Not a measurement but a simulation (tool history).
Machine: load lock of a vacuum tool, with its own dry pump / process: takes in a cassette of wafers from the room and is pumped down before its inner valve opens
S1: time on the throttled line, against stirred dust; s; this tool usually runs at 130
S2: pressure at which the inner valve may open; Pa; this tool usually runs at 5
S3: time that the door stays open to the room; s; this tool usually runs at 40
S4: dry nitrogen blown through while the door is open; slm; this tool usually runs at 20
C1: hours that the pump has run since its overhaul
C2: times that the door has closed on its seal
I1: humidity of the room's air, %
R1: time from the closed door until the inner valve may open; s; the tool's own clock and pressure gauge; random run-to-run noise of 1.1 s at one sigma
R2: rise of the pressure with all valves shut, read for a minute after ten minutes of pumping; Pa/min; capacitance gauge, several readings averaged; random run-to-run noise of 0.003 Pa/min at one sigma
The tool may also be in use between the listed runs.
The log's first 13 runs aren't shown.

run    hour   S1  S2   S3  S4    C1     C2    I1     R1     R2
 14   803.1  130   5   48  20  1091  21220  44.9  206.7  0.017
 15   863.3  130   5   48  20  1152  21488  48.6  205.4  0.028
 16   933.0  130   5   48  20  1221  21798  45.1  205.6  0.023
 17   979.2  122   5   48  20  1267  22003  41.4  199.6  0.021
 18  1051.2  130   5   40  20  1339  22323  46.8  207.0  0.027
 19  1132.3  130   5   40  20  1420  22683  45.0  206.6  0.025
 20  1188.9  144   9   29  36  1477  22935  45.3  212.8  0.015
 21  1264.3  144   5   29  36  1553  23270  46.4  219.5  0.020
 22  1327.8  144   5   29  36  1616  23553  45.0  215.6  0.017
 23  1376.6  158   5   40  20  1665  23769  42.0  228.8  0.024
 24  1445.6  158   5   61   5  1734  24076  47.0  229.5  0.037
 25  1489.0  158   5   61   5  1777  24269  44.5  228.2  0.040
 26  1535.2  158   5   61   5  1823  24474  44.9  228.8  0.040
 27  1577.3  158   9   61   5  1865  24662  44.8  224.5  0.038
 28  1648.3  130   9   26  14  1937  24977  50.8  201.2  0.025
 29  1737.7  216   9  188  14  2026  25374  42.4  274.9  0.044
 30  1823.4  216   9  188  14  2112  25756  45.3  273.8  0.042
 31  1864.2  140   6  142   5  2152  25937  46.8  213.4  0.054
 32  1904.4  140   6  142   5  2193  26116  43.4  212.5  0.051
 33  1977.0  198   6   40  20  2265  26438  46.6  264.5  0.022
 34  2049.6  130   5   76   6  2338  26761  45.8  205.8  0.035
 35  2130.3  120   5  173  20  2418  27120  46.3  196.8  0.038
 36  2184.2  120   7  210  20  2472  27359  45.7  193.4  0.042
 37  2273.8  184   9   76  22  2562  27758  46.0  245.8  0.028

Forecast each of these 3 alternatives for the next run:
  A  2350.1  184   9  76  22  2638  28097  39.8   ?   ?
  B  2350.1  115   5  30  22  2638  28097  46.9   ?   ?
  C  2350.1  184   6  76  14  2638  28097  46.0   ?   ?

run     R1     R2
  A  245.0  0.025
  B  193.0  0.025
  C  249.8  0.036
Take away the tool's hidden state, keep each run's random variation, and the runs would have read:
run     R1     R2
  A  245.0  0.024
  B  193.0  0.024
  C  249.8  0.034

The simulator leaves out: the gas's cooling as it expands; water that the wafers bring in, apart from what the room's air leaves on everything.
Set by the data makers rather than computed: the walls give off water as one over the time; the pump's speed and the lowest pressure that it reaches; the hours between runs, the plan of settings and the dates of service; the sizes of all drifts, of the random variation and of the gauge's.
